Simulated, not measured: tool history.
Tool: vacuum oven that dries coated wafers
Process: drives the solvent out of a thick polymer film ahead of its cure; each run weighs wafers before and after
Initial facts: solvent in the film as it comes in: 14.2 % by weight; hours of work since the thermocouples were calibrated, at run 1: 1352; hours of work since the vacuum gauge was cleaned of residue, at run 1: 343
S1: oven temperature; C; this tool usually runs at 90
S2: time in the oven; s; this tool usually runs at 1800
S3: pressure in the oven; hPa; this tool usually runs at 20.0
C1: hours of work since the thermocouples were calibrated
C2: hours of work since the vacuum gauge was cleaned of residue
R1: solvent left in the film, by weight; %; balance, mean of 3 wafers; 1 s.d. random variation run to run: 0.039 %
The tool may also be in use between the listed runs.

run,hour,S1,S2,S3,C1,C2,R1
1,0.0,90,1800,20.0,1352,343,2.62
2,21.9,90,1800,20.0,1365,356,2.60
3,43.9,99,1800,20.0,1378,369,1.51
4,54.8,89,1800,20.0,1384,376,2.82
5,73.1,89,1800,20.0,1395,386,2.85
6,86.1,89,1800,20.0,1403,394,2.71
7,98.4,89,1800,45.1,1410,401,5.12
8,112.3,90,1800,17.0,1418,410,2.28
9,125.3,92,1800,20.0,1426,417,2.31
10,146.7,92,1800,20.0,1439,430,2.29
11,157.5,92,1320,20.0,1445,436,2.89
12,169.5,92,1320,20.0,1452,443,2.93
13,183.1,92,1320,20.0,1460,451,2.91
14,196.3,92,1320,20.0,1468,459,2.88
15,209.6,92,1320,20.0,1476,467,2.91
16,219.6,90,2820,10.6,1482,473,1.25
17,240.4,79,1080,51.1,1494,485,10.00
18,256.2,79,1080,24.0,1503,495,7.19
19,268.3,79,1080,24.0,1511,502,7.29
# hour 271.5: oven's thermocouples calibrated
20,292.9,95,2280,20.8,13,515,1.70
21,316.0,86,1800,28.2,26,529,4.01
22,326.4,99,1800,32.4,32,535,2.30
23,345.2,82,1140,32.4,44,546,6.68
24,368.8,95,2880,75.8,58,560,5.92
25,382.0,80,1080,13.3,65,568,5.57
26,398.0,94,3120,26.6,75,577,2.12
27,417.8,91,2160,12.3,87,589,1.41
28,440.2,105,1200,20.0,100,602,1.24
29,451.4,105,1200,20.0,106,609,1.23
30,474.2,105,1200,20.0,120,623,1.20

What if the next run were any one of these 5? Each begins from the tool's condition after run 30:
A,495.0,90,1800,25.3,132,635,?
B,495.0,105,2220,71.7,132,635,?
C,495.0,95,1860,13.8,132,635,?
D,495.0,89,1560,21.9,132,635,?
E,495.0,105,1860,62.4,132,635,?

run,R1
A,2.91
B,3.83
C,1.33
D,3.09
E,3.40
Stripped of hidden state, with their random variation kept, the same runs would have yielded:
run,R1
A,2.84
B,3.79
C,1.27
D,3.02
E,3.35
